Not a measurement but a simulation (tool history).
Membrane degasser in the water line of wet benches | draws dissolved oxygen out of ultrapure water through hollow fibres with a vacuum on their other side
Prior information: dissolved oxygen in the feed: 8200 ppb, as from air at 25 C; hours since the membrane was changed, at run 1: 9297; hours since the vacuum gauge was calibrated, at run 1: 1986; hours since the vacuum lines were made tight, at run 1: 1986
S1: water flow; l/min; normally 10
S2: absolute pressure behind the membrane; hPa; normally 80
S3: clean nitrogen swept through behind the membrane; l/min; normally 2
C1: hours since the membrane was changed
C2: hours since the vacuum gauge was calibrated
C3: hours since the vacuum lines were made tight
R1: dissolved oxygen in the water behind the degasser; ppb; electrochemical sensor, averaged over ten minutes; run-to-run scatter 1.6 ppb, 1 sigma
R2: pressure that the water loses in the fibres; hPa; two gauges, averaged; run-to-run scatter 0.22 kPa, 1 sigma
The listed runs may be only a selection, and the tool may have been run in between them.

run    hour  S1     S2    S3     C1    C2    C3     R1     R2
  1       0  10     80     2   9297  1986  1986  182.3  580.4
  2   285.8  10     80     2   9583  2272  2272  184.5  588.3
  3   510.1  10     80     2   9807  2496  2496  183.8  583.8
  4   836.1  10     80     2  10133  2822  2822  186.7  584.4
  5  1105.3  10     80     2  10402  3091  3091  188.2    588
  6  1281.5  10     80     2  10578  3267  3267  190.3  585.6
  7  1586.6  10     80     2  10883  3572  3572  189.1  591.7
  8  1762.2  10     80  1.81  11059  3748  3748    197  588.8
  9    1917  10  115.7     2  11214  3903  3903  232.7  584.4
 10  2096.4  10  115.7     2  11393  4082  4082  235.1  591.3
 11  2368.3  10  115.7     2  11665  4354  4354  233.8  593.3
     2521.7  -- seals of the vacuum lines changed
 12  2522.8  10     80  4.54  11818  4507     1  159.4  588.5
     2576.8  -- membrane cartridge changed
 13  2706.6  10     80  4.54    130  4686   181  124.8  549.5
 14  2987.7  10     80  4.54    411  4968   462  125.9  547.6
 15  3213.1  10     80  4.54    636  5193   687  124.8  555.3
 16  3438.2   9     80  4.54    861  5418   912   98.7  495.5
 17  3784.7   9     80  4.54   1208  5765  1259   98.4  499.5
 18  3983.2   9     80  4.54   1406  5963  1457   97.9  500.6
 19  4166.9   9     80  4.54   1590  6147  1641   99.3  498.3
     4295.7  -- vacuum gauge calibrated
 20  4534.7   6  197.2     2   1957   239  2008  142.6  333.7
 21  4886.8   6  197.2     2   2310   591  2361  143.1  337.6
 22  5037.2   6  197.2     2   2460   742  2511  143.2  335.6
 23  5248.5   6  197.2     2   2671   953  2722  142.4  336.9
 24  5449.5  15  135.5     2   2872  1154  2923    449  836.5
 25  5789.4  13  156.4     2   3212  1494  3263  388.3  726.2
 26  6154.8  13  156.4     2   3577  1859  3629  391.3  729.9
 27  6368.8   6  104.9  3.18   3791  2073  3843     57  337.3
 28  6660.5   6  104.9  3.18   4083  2365  4134   55.7  339.3
 29  6895.4   6  104.9  3.18   4318  2600  4369     57  337.7
       7049  -- seals of the vacuum lines changed
 30    7049  16   90.7  2.26   4470  2751     0  417.8  906.4
 31  7254.9  14    153  2.26   4676  2957   206  423.9  792.2

Here are 5 independent what-if runs from the current tool condition. What would each one return?
  A  7458.7  14    153  3.33  4879  3161  410   ?   ?
  B  7458.7  14  113.2  2.49  4879  3161  410   ?   ?
  C  7458.7  12     80  2.16  4879  3161  410   ?   ?
  D  7458.7  11  159.5   2.7  4879  3161  410   ?   ?
  E  7458.7  14  195.2  2.59  4879  3161  410   ?   ?

run     R1     R2
  A  370.2  795.6
  B    357  786.7
  C  240.9  676.5
  D  265.9  625.7
  E  444.2    792
Had the tool no hidden state, the same runs would have come out as:
run     R1     R2
  A  342.9  771.5
  B    329  762.8
  C  218.4    656
  D  247.5  606.8
  E  417.4    768
